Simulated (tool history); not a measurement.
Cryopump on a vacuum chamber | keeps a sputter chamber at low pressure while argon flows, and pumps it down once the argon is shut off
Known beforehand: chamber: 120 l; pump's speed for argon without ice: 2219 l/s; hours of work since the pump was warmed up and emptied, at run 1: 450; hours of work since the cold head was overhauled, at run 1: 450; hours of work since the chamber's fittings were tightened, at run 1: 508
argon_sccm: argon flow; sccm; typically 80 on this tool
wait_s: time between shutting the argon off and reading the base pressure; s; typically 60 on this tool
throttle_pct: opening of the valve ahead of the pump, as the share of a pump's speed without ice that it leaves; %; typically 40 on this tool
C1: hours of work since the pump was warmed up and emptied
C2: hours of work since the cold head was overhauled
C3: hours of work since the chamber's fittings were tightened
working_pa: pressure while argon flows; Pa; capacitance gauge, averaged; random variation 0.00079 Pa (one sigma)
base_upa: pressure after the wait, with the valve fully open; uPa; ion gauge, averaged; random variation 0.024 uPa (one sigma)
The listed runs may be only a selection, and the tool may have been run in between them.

run 1 day=0 | argon_sccm=80 wait_s=60 throttle_pct=40 | C1=450 C2=450 C3=508 | working_pa=0.1615 base_upa=1.21
run 2 day=0.983 | argon_sccm=80 wait_s=60 throttle_pct=40 | C1=460 C2=460 C3=518 | working_pa=0.1603 base_upa=1.23
run 3 day=1.842 | argon_sccm=80 wait_s=287 throttle_pct=40 | C1=469 C2=469 C3=527 | working_pa=0.1601 base_upa=0.46
run 4 day=2.825 | argon_sccm=80 wait_s=24 throttle_pct=40 | C1=479 C2=479 C3=537 | working_pa=0.16 base_upa=2.62
run 5 day=3.854 | argon_sccm=80 wait_s=24 throttle_pct=16 | C1=490 C2=490 C3=547 | working_pa=0.3899 base_upa=2.73
run 6 day=4.879 | argon_sccm=80 wait_s=24 throttle_pct=16 | C1=500 C2=500 C3=558 | working_pa=0.3892 base_upa=2.63
run 7 day=5.529 | argon_sccm=80 wait_s=24 throttle_pct=16 | C1=507 C2=507 C3=565 | working_pa=0.3901 base_upa=2.58
run 8 day=6.904 | argon_sccm=80 wait_s=24 throttle_pct=16 | C1=521 C2=521 C3=579 | working_pa=0.3877 base_upa=2.63
run 9 day=7.954 | argon_sccm=80 wait_s=24 throttle_pct=16 | C1=532 C2=532 C3=589 | working_pa=0.393 base_upa=2.66
run 10 day=9.362 | argon_sccm=80 wait_s=24 throttle_pct=16 | C1=546 C2=546 C3=604 | working_pa=0.3896 base_upa=2.7
run 11 day=9.938 | argon_sccm=80 wait_s=24 throttle_pct=16 | C1=552 C2=552 C3=610 | working_pa=0.3878 base_upa=2.66
run 12 day=10.717 | argon_sccm=80 wait_s=52 throttle_pct=40 | C1=560 C2=560 C3=618 | working_pa=0.1617 base_upa=1.39
run 13 day=11.342 | argon_sccm=80 wait_s=48 throttle_pct=40 | C1=566 C2=566 C3=624 | working_pa=0.1614 base_upa=1.49
run 14 day=12.571 | argon_sccm=80 wait_s=60 throttle_pct=40 | C1=579 C2=579 C3=637 | working_pa=0.1622 base_upa=1.23
run 15 day=13.262 | argon_sccm=80 wait_s=60 throttle_pct=40 | C1=586 C2=586 C3=644 | working_pa=0.1621 base_upa=1.27
run 16 day=13.962 | argon_sccm=80 wait_s=60 throttle_pct=40 | C1=593 C2=593 C3=651 | working_pa=0.1623 base_upa=1.19
run 17 day=14.617 | argon_sccm=80 wait_s=60 throttle_pct=40 | C1=600 C2=600 C3=658 | working_pa=0.1632 base_upa=1.26
run 18 day=15.788 | argon_sccm=109 wait_s=209 throttle_pct=40 | C1=612 C2=612 C3=670 | working_pa=0.2216 base_upa=0.53
run 19 day=16.383 | argon_sccm=88 wait_s=24 throttle_pct=40 | C1=618 C2=618 C3=676 | working_pa=0.1772 base_upa=2.66
run 20 day=17.167 | argon_sccm=37 wait_s=64 throttle_pct=55 | C1=626 C2=626 C3=684 | working_pa=0.0555 base_upa=1.22
run 21 day=18.508 | argon_sccm=80 wait_s=69 throttle_pct=22 | C1=640 C2=640 C3=698 | working_pa=0.2867 base_upa=1.2
run 22 day=19.771 | argon_sccm=80 wait_s=180 throttle_pct=22 | C1=653 C2=653 C3=710 | working_pa=0.2886 base_upa=0.6
run 23 day=20.538 | argon_sccm=80 wait_s=180 throttle_pct=22 | C1=661 C2=661 C3=718 | working_pa=0.2877 base_upa=0.63
run 24 day=21.438 | argon_sccm=80 wait_s=180 throttle_pct=22 | C1=670 C2=670 C3=727 | working_pa=0.2882 base_upa=0.64
run 25 day=22.267 | argon_sccm=80 wait_s=138 throttle_pct=40 | C1=678 C2=678 C3=736 | working_pa=0.164 base_upa=0.7
run 26 day=23.242 | argon_sccm=35 wait_s=82 throttle_pct=40 | C1=688 C2=688 C3=746 | working_pa=0.0723 base_upa=1.03
run 27 day=24.162 | argon_sccm=35 wait_s=82 throttle_pct=40 | C1=698 C2=698 C3=755 | working_pa=0.0723 base_upa=1.05
run 28 day=24.812 | argon_sccm=140 wait_s=126 throttle_pct=19 | C1=704 C2=704 C3=762 | working_pa=0.5833 base_upa=0.75
run 29 day=25.958 | argon_sccm=141 wait_s=126 throttle_pct=15 | C1=716 C2=716 C3=774 | working_pa=0.7366 base_upa=0.78
run 30 day=27.029 | argon_sccm=141 wait_s=126 throttle_pct=15 | C1=727 C2=727 C3=785 | working_pa=0.7362 base_upa=0.76
run 31 day=27.662 | argon_sccm=73 wait_s=181 throttle_pct=22 | C1=734 C2=734 C3=791 | working_pa=0.265 base_upa=0.67
run 32 day=28.425 | argon_sccm=46 wait_s=278 throttle_pct=22 | C1=741 C2=741 C3=799 | working_pa=0.1674 base_upa=0.51
run 33 day=29.012 | argon_sccm=46 wait_s=278 throttle_pct=22 | C1=747 C2=747 C3=805 | working_pa=0.1659 base_upa=0.49
run 34 day=29.642 | argon_sccm=80 wait_s=27 throttle_pct=18 | C1=754 C2=754 C3=812 | working_pa=0.3515 base_upa=2.46

Below, some changes in working_pa between adjacent runs. For each, the amount present without the hidden state too (settings, incoming material, random variation) and the amount remaining for the hidden state with gauge scatter not shared by both compared results:
The hidden state here: pump's speed, % of a pump's without ice; cold plate's temperature, K; leak into the chamber, uPa l/s; drift of the gauge itself on working_pa, %; drift of the gauge itself on base_upa, %.
Run 19 -> 20: argon_sccm 88 -> 37, wait_s 24 -> 64, throttle_pct 40 -> 55. working_pa -0.1217 Pa: hidden state -0.0067, all else -0.115.
Run 20 -> 21: argon_sccm 37 -> 80, wait_s 64 -> 69, throttle_pct 55 -> 22. working_pa +0.2312 Pa: hidden state +0.006, all else +0.2252.
Run 27 -> 28: argon_sccm 35 -> 140, wait_s 82 -> 126, throttle_pct 40 -> 19. working_pa +0.511 Pa: hidden state +0.0161, all else +0.4949.
Run 30 -> 31: argon_sccm 141 -> 73, wait_s 126 -> 181, throttle_pct 15 -> 22. working_pa -0.4712 Pa: hidden state -0.0106, all else -0.4606.
